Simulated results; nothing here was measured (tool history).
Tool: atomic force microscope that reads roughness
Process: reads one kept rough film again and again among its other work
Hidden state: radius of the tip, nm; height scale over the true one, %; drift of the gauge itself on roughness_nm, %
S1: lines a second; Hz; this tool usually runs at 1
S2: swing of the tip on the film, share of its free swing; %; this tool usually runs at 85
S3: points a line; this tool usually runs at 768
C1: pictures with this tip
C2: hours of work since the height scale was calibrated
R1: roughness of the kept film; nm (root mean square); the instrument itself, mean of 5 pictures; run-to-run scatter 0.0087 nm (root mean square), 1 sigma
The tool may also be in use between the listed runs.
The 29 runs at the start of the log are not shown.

At day 8.492: new tip fitted.
Run 30, day 8.867: usual settings but S1 3.14 Hz, S2 63 %; C1 18; C2 389. Result: R1 1.947 nm (root mean square).
Run 31, day 9.233: usual settings but S1 3.14 Hz, S2 63 %; C1 36; C2 396. Result: R1 1.921 nm (root mean square).
Run 32, day 9.479: usual settings but S1 3.79 Hz, S2 79 %, S3 692; C1 47; C2 401. Result: R1 1.636 nm (root mean square).
Run 33, day 9.671: usual settings but S3 435; C1 56; C2 404. Result: R1 1.915 nm (root mean square).
Run 34, day 10.025: usual settings but S2 59 %, S3 501; C1 74; C2 411. Result: R1 2.061 nm (root mean square).
Run 35, day 10.358: usual settings but S1 1.3 Hz, S2 70 %, S3 434; C1 90; C2 417. Result: R1 1.985 nm (root mean square).
Run 36, day 10.75: usual settings but S1 0.9 Hz, S3 290; C1 108; C2 424. Result: R1 1.892 nm (root mean square).
Run 37, day 11.046: usual settings but S1 0.66 Hz, S2 68 %; C1 123; C2 429. Result: R1 2.047 nm (root mean square).
Run 38, day 11.454: usual settings but S1 0.66 Hz, S2 68 %; C1 142; C2 437. Result: R1 2.067 nm (root mean square).
Run 39, day 11.775: usual settings but S1 0.66 Hz, S2 68 %, S3 399; C1 158; C2 443. Result: R1 2.029 nm (root mean square).
Run 40, day 11.971: usual settings but S1 0.79 Hz, S3 990; C1 167; C2 446. Result: R1 1.956 nm (root mean square).
Run 41, day 12.242: usual settings but S1 0.79 Hz, S3 990; C1 180; C2 451. Result: R1 1.961 nm (root mean square).
Run 42, day 12.417: usual settings but S1 2.93 Hz, S3 424; C1 189; C2 455. Result: R1 1.611 nm (root mean square).
Run 43, day 12.817: usual settings but S1 2.93 Hz, S3 424; C1 208; C2 462. Result: R1 1.623 nm (root mean square).
Run 44, day 13.062: usual settings but S1 2.93 Hz, S3 424; C1 219; C2 466. Result: R1 1.603 nm (root mean square).
Run 45, day 13.312: usual settings but S1 0.53 Hz, S2 86 %; C1 231; C2 471. Result: R1 1.998 nm (root mean square).
Run 46, day 13.512: usual settings but S1 0.53 Hz, S2 86 %; C1 241; C2 475. Result: R1 2.006 nm (root mean square).
Run 47, day 13.721: usual settings but S1 2.32 Hz, S2 75 %, S3 328; C1 251; C2 479. Result: R1 1.828 nm (root mean square).
Run 48, day 13.979: usual settings but S1 2.32 Hz, S2 75 %, S3 328; C1 263; C2 483. Result: R1 1.806 nm (root mean square).
Run 49, day 14.338: usual settings but S2 88 %; C1 281; C2 490. Result: R1 1.895 nm (root mean square).

What if the next run were any one of these 5? Each begins from the tool's condition after run 49:
At day 14.654: new tip fitted.
Run A, day 14.654: usual settings but S1 3.86 Hz, S2 77 %, S3 520; C1 0; C2 495. Result: R1 ?.
At day 14.654: new tip fitted.
Run B, day 14.654: usual settings but S1 1.35 Hz, S2 88 %; C1 0; C2 495. Result: R1 ?.
At day 14.654: new tip fitted.
Run C, day 14.654: usual settings but S1 0.64 Hz, S2 78 %; C1 0; C2 495. Result: R1 ?.
At day 14.654: new tip fitted.
Run D, day 14.654: usual settings but S2 83 %, S3 731; C1 0; C2 495. Result: R1 ?.
At day 14.654: new tip fitted.
Run E, day 14.654: usual settings but S1 1.73 Hz, S2 56 %, S3 779; C1 0; C2 495. Result: R1 ?.

run     R1
  A  1.668
  B  1.826
  C  2.029
  D  1.951
  E  2.064
With no hidden state in the tool, these same runs would have given:
run     R1
  A  1.668
  B  1.826
  C   2.03
  D  1.951
  E  2.064
